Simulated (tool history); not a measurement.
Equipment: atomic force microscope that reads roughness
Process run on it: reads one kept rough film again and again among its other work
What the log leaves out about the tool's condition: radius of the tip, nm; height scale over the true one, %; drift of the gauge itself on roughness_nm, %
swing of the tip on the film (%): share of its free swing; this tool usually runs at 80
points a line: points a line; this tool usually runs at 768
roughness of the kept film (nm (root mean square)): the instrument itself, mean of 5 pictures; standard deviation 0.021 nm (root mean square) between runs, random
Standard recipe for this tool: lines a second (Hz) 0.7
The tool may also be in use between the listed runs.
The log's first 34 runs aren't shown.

run   hour  lines a second (Hz)  swing of the tip on the film (%)  points a line  pictures with this tip  hours of work since the height scale was calibrated  roughness of the kept film (nm (root mean square))
 35  689.3                 0.88                                81            420                      85                                                  180                                               4.842
 36  705.3                 0.88                                80            420                      98                                                  188                                               4.819
 37  722.6                 0.88                                80            420                     112                                                  196                                               4.807
 38  738.4                  0.7                                85            904                     125                                                  204                                               4.765
 39  751.2                1.613                                69            901                     135                                                  210                                               4.743
 40  774.9                1.613                                69            901                     154                                                  221                                               4.697
 41  800.2                1.613                                69            901                     175                                                  234                                               4.668
 42  819.1                0.675                                56            768                     190                                                  243                                               4.864

Alternative continuations, all from the tool just after run 42; predict every row:
  A  840.4                1.809                                80            768                     207                                                  253                                                   ?
  B  840.4                0.675                                75            768                     207                                                  253                                                   ?
  C  840.4                0.675                                57            768                     207                                                  253                                                   ?
  D  840.4                3.186                                61            386                     207                                                  253                                                   ?
  E  840.4                0.629                                63            470                     207                                                  253                                                   ?

run  roughness of the kept film (nm (root mean square))
  A                                               4.296
  B                                               4.663
  C                                               4.794
  D                                                 4.5
  E                                               4.781
With no hidden state in the tool, these same runs would have given:
run  roughness of the kept film (nm (root mean square))
  A                                               4.802
  B                                               5.211
  C                                               5.358
  D                                                5.03
  E                                               5.344

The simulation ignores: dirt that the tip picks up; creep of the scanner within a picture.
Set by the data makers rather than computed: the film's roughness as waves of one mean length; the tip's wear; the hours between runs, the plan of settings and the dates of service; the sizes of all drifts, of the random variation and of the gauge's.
